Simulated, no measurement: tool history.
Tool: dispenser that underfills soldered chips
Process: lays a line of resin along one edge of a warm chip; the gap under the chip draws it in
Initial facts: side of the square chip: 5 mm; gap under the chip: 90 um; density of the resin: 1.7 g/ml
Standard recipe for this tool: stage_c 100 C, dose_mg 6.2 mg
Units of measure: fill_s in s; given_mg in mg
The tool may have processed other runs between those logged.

{"run": 1, "hour": 0.0, "stage_c": 100, "dose_mg": 6.2, "fill_s": 23.6, "given_mg": 5.8}
{"run": 2, "hour": 10.1, "stage_c": 100, "dose_mg": 6.2, "fill_s": 14.8, "given_mg": 5.74}
{"run": 3, "hour": 22.2, "stage_c": 100, "dose_mg": 6.2, "fill_s": 27.7, "given_mg": 5.69}
{"run": 4, "hour": 37.0, "stage_c": 105, "dose_mg": 6.2, "fill_s": 19.5, "given_mg": 5.69}
{"run": 5, "hour": 52.5, "stage_c": 85, "dose_mg": 6.2, "fill_s": 28.2, "given_mg": 5.6}
{"run": 6, "hour": 69.1, "stage_c": 85, "dose_mg": 6.2, "fill_s": 23.9, "given_mg": 5.51}
{"run": 7, "hour": 79.6, "stage_c": 85, "dose_mg": 6.2, "fill_s": 41.3, "given_mg": 5.49}
{"run": 8, "hour": 88.7, "stage_c": 91, "dose_mg": 6.2, "fill_s": 20.9, "given_mg": 5.42}
{"run": 9, "hour": 100.2, "stage_c": 91, "dose_mg": 6.2, "fill_s": 37.5, "given_mg": 5.44}
{"run": 10, "hour": 109.9, "stage_c": 103, "dose_mg": 6.2, "fill_s": 16.1, "given_mg": 6.24}
{"run": 11, "hour": 126.0, "stage_c": 100, "dose_mg": 6.96, "fill_s": 14.1, "given_mg": 6.95}
{"run": 12, "hour": 137.2, "stage_c": 100, "dose_mg": 6.2, "fill_s": 25.3, "given_mg": 6.11}
{"run": 13, "hour": 153.5, "stage_c": 106, "dose_mg": 6.2, "fill_s": 18.5, "given_mg": 6.01}
{"run": 14, "hour": 164.0, "stage_c": 106, "dose_mg": 6.2, "fill_s": 12.3, "given_mg": 6.05}
{"run": 15, "hour": 171.8, "stage_c": 106, "dose_mg": 6.2, "fill_s": 17.7, "given_mg": 5.96}
{"run": 16, "hour": 181.6, "stage_c": 106, "dose_mg": 7.99, "fill_s": 11, "given_mg": 7.63}
{"run": 17, "hour": 191.5, "stage_c": 99, "dose_mg": 7.99, "fill_s": 22.6, "given_mg": 7.63}
{"run": 18, "hour": 207.0, "stage_c": 99, "dose_mg": 7.99, "fill_s": 18.6, "given_mg": 7.51}
{"run": 19, "hour": 220.0, "stage_c": 104, "dose_mg": 6.2, "fill_s": 11.5, "given_mg": 5.82}
{"run": 20, "hour": 229.8, "stage_c": 104, "dose_mg": 6.2, "fill_s": 19.8, "given_mg": 5.82}
{"run": 21, "hour": 242.2, "stage_c": 104, "dose_mg": 5.55, "fill_s": 15.1, "given_mg": 5.16}
{"run": 22, "hour": 258.3, "stage_c": 97, "dose_mg": 7.87, "fill_s": 14.9, "given_mg": 7.17}
{"run": 23, "hour": 274.0, "stage_c": 89, "dose_mg": 7.45, "fill_s": 42.6, "given_mg": 6.73}
{"run": 24, "hour": 283.7, "stage_c": 89, "dose_mg": 7.45, "fill_s": 23.6, "given_mg": 6.62}
{"run": 25, "hour": 291.6, "stage_c": 104, "dose_mg": 6.79, "fill_s": 23.8, "given_mg": 5.96}
{"run": 26, "hour": 303.0, "stage_c": 104, "dose_mg": 6.79, "fill_s": 15.8, "given_mg": 6}
{"run": 27, "hour": 313.0, "stage_c": 100, "dose_mg": 7.47, "fill_s": 30.3, "given_mg": 6.46}
{"run": 28, "hour": 324.6, "stage_c": 107, "dose_mg": 6.54, "fill_s": 16.6, "given_mg": 5.73}
{"run": 29, "hour": 339.9, "stage_c": 93, "dose_mg": 6.7, "fill_s": 19.1, "given_mg": 6.67}
{"run": 30, "hour": 346.6, "stage_c": 86, "dose_mg": 7.7, "fill_s": 33.5, "given_mg": 7.61}
{"run": 31, "hour": 357.2, "stage_c": 86, "dose_mg": 7.7, "fill_s": 22, "given_mg": 7.65}
{"run": 32, "hour": 370.3, "stage_c": 86, "dose_mg": 7.7, "fill_s": 42.3, "given_mg": 7.51}
{"run": 33, "hour": 384.7, "stage_c": 110, "dose_mg": 6.34, "fill_s": 16.4, "given_mg": 6.06}
{"run": 34, "hour": 392.7, "stage_c": 100, "dose_mg": 6.78, "fill_s": 12, "given_mg": 6.46}
{"run": 35, "hour": 407.1, "stage_c": 100, "dose_mg": 6.78, "fill_s": 25.7, "given_mg": 6.46}

Put back what was entered between runs (23 entries, withheld): which listed runs does each sit between, and how does the hidden state differ from the listed run before to the listed run after?
In the gap between runs 1 and 2: new syringe of resin (hour 6.8)
  resin's viscosity, % of fresh resin's: 197.2 -> 122.1; dose that the valve gives, % of what is set: 93.53 -> 92.97; true chip temperature over the reading, C: 0.85 -> 0.86
  measured result minus the result with no hidden state, fill_s: +11.5 -> +2.5 s; given_mg: -0.4 -> -0.43 mg
In the gap between runs 3 and 4: new syringe of resin (hour 25.8)
  resin's viscosity, % of fresh resin's: 230.7 -> 179.2; dose that the valve gives, % of what is set: 92.26 -> 91.45; true chip temperature over the reading, C: 0.88 -> 0.91
  measured result minus the result with no hidden state, fill_s: +15.6 -> +8.2 s; given_mg: -0.48 -> -0.54 mg
In the gap between runs 4 and 5: new syringe of resin (hour 45.2)
  resin's viscosity, % of fresh resin's: 179.2 -> 147.7; dose that the valve gives, % of what is set: 91.45 -> 90.52; true chip temperature over the reading, C: 0.91 -> 0.94
  measured result minus the result with no hidden state, fill_s: +8.2 -> +8.7 s; given_mg: -0.54 -> -0.59 mg
In the gap between runs 5 and 6: new syringe of resin (hour 64.5)
  resin's viscosity, % of fresh resin's: 147.7 -> 127.2; dose that the valve gives, % of what is set: 90.52 -> 89.53; true chip temperature over the reading, C: 0.94 -> 0.97
  measured result minus the result with no hidden state, fill_s: +8.7 -> +4.8 s; given_mg: -0.59 -> -0.66 mg
In the gap between runs 7 and 8: new syringe of resin (hour 83.4)
  resin's viscosity, % of fresh resin's: 220.7 -> 131.3; dose that the valve gives, % of what is set: 88.96 -> 88.42; true chip temperature over the reading, C: 0.99 -> 1.01
  measured result minus the result with no hidden state, fill_s: +22.2 -> +4.8 s; given_mg: -0.68 -> -0.72 mg
In the gap between runs 9 and 10: new syringe of resin (hour 102.1); dispensing valve cleaned and set on the balance (hour 109.1)
  resin's viscosity, % of fresh resin's: 239.2 -> 142.4; dose that the valve gives, % of what is set: 87.73 -> 100.19; true chip temperature over the reading, C: 1.03 -> 1.05
  measured result minus the result with no hidden state, fill_s: +21.8 -> +4.3 s; given_mg: -0.76 -> +0.02 mg
In the gap between runs 10 and 11: new syringe of resin (hour 122.3)
  resin's viscosity, % of fresh resin's: 142.4 -> 120.4; dose that the valve gives, % of what is set: 100.19 -> 99.21; true chip temperature over the reading, C: 1.05 -> 1.07
  measured result minus the result with no hidden state, fill_s: +4.3 -> +2 s; given_mg: +0.02 -> -0.06 mg
In the gap between runs 12 and 13: new syringe of resin (hour 141.5)
  resin's viscosity, % of fresh resin's: 216.6 -> 185.2; dose that the valve gives, % of what is set: 98.51 -> 97.58; true chip temperature over the reading, C: 1.09 -> 1.12
  measured result minus the result with no hidden state, fill_s: +13.4 -> +8.2 s; given_mg: -0.09 -> -0.15 mg
In the gap between runs 13 and 14: new syringe of resin (hour 160.6)
  resin's viscosity, % of fresh resin's: 185.2 -> 120.6; dose that the valve gives, % of what is set: 97.58 -> 96.91; true chip temperature over the reading, C: 1.12 -> 1.14
  measured result minus the result with no hidden state, fill_s: +8.2 -> +1.8 s; given_mg: -0.15 -> -0.19 mg
In the gap between runs 15 and 16: new syringe of resin (hour 179.6)
  resin's viscosity, % of fresh resin's: 180.7 -> 110.8; dose that the valve gives, % of what is set: 96.42 -> 95.78; true chip temperature over the reading, C: 1.16 -> 1.18
  measured result minus the result with no hidden state, fill_s: +7.7 -> +0.8 s; given_mg: -0.22 -> -0.33 mg
In the gap between runs 17 and 18: new syringe of resin (hour 198.3)
  resin's viscosity, % of fresh resin's: 186.3 -> 156; dose that the valve gives, % of what is set: 95.17 -> 94.31; true chip temperature over the reading, C: 1.19 -> 1.22
  measured result minus the result with no hidden state, fill_s: +10 -> +6.3 s; given_mg: -0.38 -> -0.46 mg
In the gap between runs 18 and 19: new syringe of resin (hour 217.6)
  resin's viscosity, % of fresh resin's: 156 -> 111.8; dose that the valve gives, % of what is set: 94.31 -> 93.51; true chip temperature over the reading, C: 1.22 -> 1.25
  measured result minus the result with no hidden state, fill_s: +6.3 -> +1 s; given_mg: -0.46 -> -0.41 mg
In the gap between runs 20 and 21: new syringe of resin (hour 236.5)
  resin's viscosity, % of fresh resin's: 187.1 -> 134.3; dose that the valve gives, % of what is set: 92.9 -> 92.14; true chip temperature over the reading, C: 1.27 -> 1.29
  measured result minus the result with no hidden state, fill_s: +9 -> +3.6 s; given_mg: -0.45 -> -0.43 mg
In the gap between runs 21 and 22: new syringe of resin (hour 255.8)
  resin's viscosity, % of fresh resin's: 134.3 -> 114.9; dose that the valve gives, % of what is set: 92.14 -> 91.25; true chip temperature over the reading, C: 1.29 -> 1.32
  measured result minus the result with no hidden state, fill_s: +3.6 -> +1.4 s; given_mg: -0.43 -> -0.68 mg
In the gap between runs 23 and 24: new syringe of resin (hour 275.8)
  resin's viscosity, % of fresh resin's: 261.7 -> 151.7; dose that the valve gives, % of what is set: 90.3 -> 89.7; true chip temperature over the reading, C: 1.35 -> 1.36
  measured result minus the result with no hidden state, fill_s: +25.6 -> +7.6 s; given_mg: -0.72 -> -0.76 mg
In the gap between runs 25 and 26: new syringe of resin (hour 295.3)
  resin's viscosity, % of fresh resin's: 228.4 -> 150.9; dose that the valve gives, % of what is set: 89.18 -> 88.58; true chip temperature over the reading, C: 1.38 -> 1.4
  measured result minus the result with no hidden state, fill_s: +13.1 -> +5 s; given_mg: -0.73 -> -0.77 mg
In the gap between runs 27 and 28: new syringe of resin (hour 314.1)
  resin's viscosity, % of fresh resin's: 253.6 -> 172.5; dose that the valve gives, % of what is set: 87.92 -> 87.21; true chip temperature over the reading, C: 1.42 -> 1.44
  measured result minus the result with no hidden state, fill_s: +17.7 -> +6.8 s; given_mg: -0.9 -> -0.84 mg
In the gap between runs 28 and 29: dispensing valve cleaned and set on the balance (hour 329.2); new syringe of resin (hour 334.4)
  resin's viscosity, % of fresh resin's: 172.5 -> 134.8; dose that the valve gives, % of what is set: 87.21 -> 99.27; true chip temperature over the reading, C: 1.44 -> 1.46
  measured result minus the result with no hidden state, fill_s: +6.8 -> +4.3 s; given_mg: -0.84 -> -0.05 mg
In the gap between runs 30 and 31: new syringe of resin (hour 353.6)
  resin's viscosity, % of fresh resin's: 191.7 -> 121.3; dose that the valve gives, % of what is set: 98.83 -> 98.15; true chip temperature over the reading, C: 1.48 -> 1.5
  measured result minus the result with no hidden state, fill_s: +15.1 -> +2.9 s; given_mg: -0.09 -> -0.14 mg
In the gap between runs 32 and 33: new syringe of resin (hour 373.1)
  resin's viscosity, % of fresh resin's: 239.7 -> 184.1; dose that the valve gives, % of what is set: 97.41 -> 96.56; true chip temperature over the reading, C: 1.52 -> 1.55
  measured result minus the result with no hidden state, fill_s: +23.9 -> +7 s; given_mg: -0.2 -> -0.22 mg
In the gap between runs 33 and 34: new syringe of resin (hour 392)
  resin's viscosity, % of fresh resin's: 184.1 -> 104.5; dose that the valve gives, % of what is set: 96.56 -> 96.13; true chip temperature over the reading, C: 1.55 -> 1.56
  measured result minus the result with no hidden state, fill_s: +7 -> +0.1 s; given_mg: -0.22 -> -0.26 mg
